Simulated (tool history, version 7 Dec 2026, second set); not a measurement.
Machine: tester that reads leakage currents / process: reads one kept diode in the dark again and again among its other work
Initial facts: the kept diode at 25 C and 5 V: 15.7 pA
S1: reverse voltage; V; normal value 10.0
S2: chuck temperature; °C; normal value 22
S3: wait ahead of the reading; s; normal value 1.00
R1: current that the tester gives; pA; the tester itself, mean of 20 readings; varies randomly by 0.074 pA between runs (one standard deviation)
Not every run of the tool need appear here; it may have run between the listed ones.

{"run": 1, "hour": 0.0, "S1": 10.0, "S2": 22, "S3": 1.0, "R1": 27.58}
{"run": 2, "hour": 162.9, "S1": 10.0, "S2": 22, "S3": 0.55, "R1": 30.26}
{"hour": 221.7, "done": "chuck's temperature calibrated"}
{"run": 3, "hour": 444.4, "S1": 10.0, "S2": 22, "S3": 9.02, "R1": 25.82}
{"run": 4, "hour": 659.2, "S1": 10.0, "S2": 22, "S3": 9.02, "R1": 26.35}
{"run": 5, "hour": 927.2, "S1": 10.0, "S2": 22, "S3": 9.02, "R1": 26.95}
{"hour": 1010.0, "done": "probe card cleaned and baked"}
{"run": 6, "hour": 1113.9, "S1": 10.0, "S2": 23, "S3": 1.0, "R1": 20.08}
{"run": 7, "hour": 1286.1, "S1": 10.0, "S2": 22, "S3": 1.0, "R1": 18.92}
{"run": 8, "hour": 1446.6, "S1": 10.0, "S2": 22, "S3": 1.0, "R1": 19.32}
{"run": 9, "hour": 1670.3, "S1": 10.0, "S2": 22, "S3": 1.0, "R1": 19.78}
{"run": 10, "hour": 1793.2, "S1": 10.0, "S2": 42, "S3": 1.0, "R1": 93.11}
{"hour": 1830.4, "done": "tester calibrated"}
{"run": 11, "hour": 1935.8, "S1": 10.0, "S2": 42, "S3": 1.0, "R1": 96.08}
{"run": 12, "hour": 2220.9, "S1": 10.0, "S2": 42, "S3": 1.0, "R1": 96.96}
{"run": 13, "hour": 2414.5, "S1": 10.0, "S2": 42, "S3": 1.0, "R1": 96.88}
{"run": 14, "hour": 2621.7, "S1": 10.0, "S2": 42, "S3": 6.02, "R1": 95.66}
{"run": 15, "hour": 2794.5, "S1": 10.0, "S2": 22, "S3": 1.0, "R1": 23.08}
{"run": 16, "hour": 2940.2, "S1": 10.0, "S2": 22, "S3": 1.0, "R1": 23.4}
{"run": 17, "hour": 3143.7, "S1": 10.0, "S2": 22, "S3": 1.0, "R1": 23.87}
{"hour": 3346.9, "done": "chuck's temperature calibrated"}
{"run": 18, "hour": 3408.8, "S1": 10.0, "S2": 22, "S3": 1.0, "R1": 23.52}
{"run": 19, "hour": 3576.9, "S1": 10.0, "S2": 22, "S3": 0.37, "R1": 28.47}
{"run": 20, "hour": 3852.2, "S1": 10.0, "S2": 22, "S3": 0.37, "R1": 29.14}
{"run": 21, "hour": 4112.4, "S1": 11.1, "S2": 22, "S3": 1.0, "R1": 26.78}
{"run": 22, "hour": 4249.7, "S1": 1.7, "S2": 45, "S3": 5.6, "R1": 58.83}
{"run": 23, "hour": 4505.4, "S1": 1.7, "S2": 45, "S3": 0.31, "R1": 60.63}
{"run": 24, "hour": 4673.8, "S1": 2.3, "S2": 44, "S3": 1.93, "R1": 62.03}
{"run": 25, "hour": 4820.1, "S1": 1.2, "S2": 59, "S3": 0.72, "R1": 148.42}
{"run": 26, "hour": 4987.0, "S1": 1.2, "S2": 59, "S3": 0.72, "R1": 149.14}
{"run": 27, "hour": 5244.5, "S1": 1.2, "S2": 59, "S3": 0.72, "R1": 149.66}
{"run": 28, "hour": 5456.3, "S1": 1.2, "S2": 36, "S3": 0.72, "R1": 25.88}
{"hour": 5478.5, "done": "tester calibrated"}
{"run": 29, "hour": 5692.7, "S1": 1.2, "S2": 52, "S3": 0.35, "R1": 92.93}
{"run": 30, "hour": 5949.9, "S1": 1.2, "S2": 52, "S3": 0.35, "R1": 93.11}
{"hour": 6042.0, "done": "probe card cleaned and baked"}
{"run": 31, "hour": 6195.9, "S1": 13.8, "S2": 52, "S3": 0.36, "R1": 240.65}
{"run": 32, "hour": 6435.3, "S1": 13.8, "S2": 52, "S3": 0.36, "R1": 240.02}
{"hour": 6476.7, "done": "chuck's temperature calibrated"}
{"run": 33, "hour": 6682.3, "S1": 13.8, "S2": 54, "S3": 3.53, "R1": 254.34}
{"run": 34, "hour": 6911.8, "S1": 9.8, "S2": 24, "S3": 1.12, "R1": 22.59}
{"run": 35, "hour": 7077.0, "S1": 9.8, "S2": 24, "S3": 1.12, "R1": 22.96}
{"run": 36, "hour": 7355.5, "S1": 9.8, "S2": 24, "S3": 1.12, "R1": 23.68}
{"run": 37, "hour": 7590.7, "S1": 18.9, "S2": 31, "S3": 1.12, "R1": 55.29}
{"run": 38, "hour": 7812.9, "S1": 15.3, "S2": 31, "S3": 0.39, "R1": 57.47}
{"run": 39, "hour": 8095.2, "S1": 15.3, "S2": 31, "S3": 0.39, "R1": 58.39}
{"run": 40, "hour": 8293.8, "S1": 4.8, "S2": 28, "S3": 1.19, "R1": 23.63}

Consider 3 possible next runs. They are alternatives, not a sequence: every one starts from the tool as it was left by run 40. What does each give?
{"run": "A", "hour": 8432.0, "S1": 4.8, "S2": 41, "S3": 1.43, "R1": "?"}
{"run": "B", "hour": 8432.0, "S1": 13.6, "S2": 59, "S3": 1.86, "R1": "?"}
{"run": "C", "hour": 8432.0, "S1": 3.3, "S2": 32, "S3": 3.01, "R1": "?"}

run=A R1=64.94
run=B R1=376.81
run=C R1=27.20
Stripped of hidden state, with their random variation kept, the same runs would have yielded:
run=A R1=62.68
run=B R1=371.77
run=C R1=25.54

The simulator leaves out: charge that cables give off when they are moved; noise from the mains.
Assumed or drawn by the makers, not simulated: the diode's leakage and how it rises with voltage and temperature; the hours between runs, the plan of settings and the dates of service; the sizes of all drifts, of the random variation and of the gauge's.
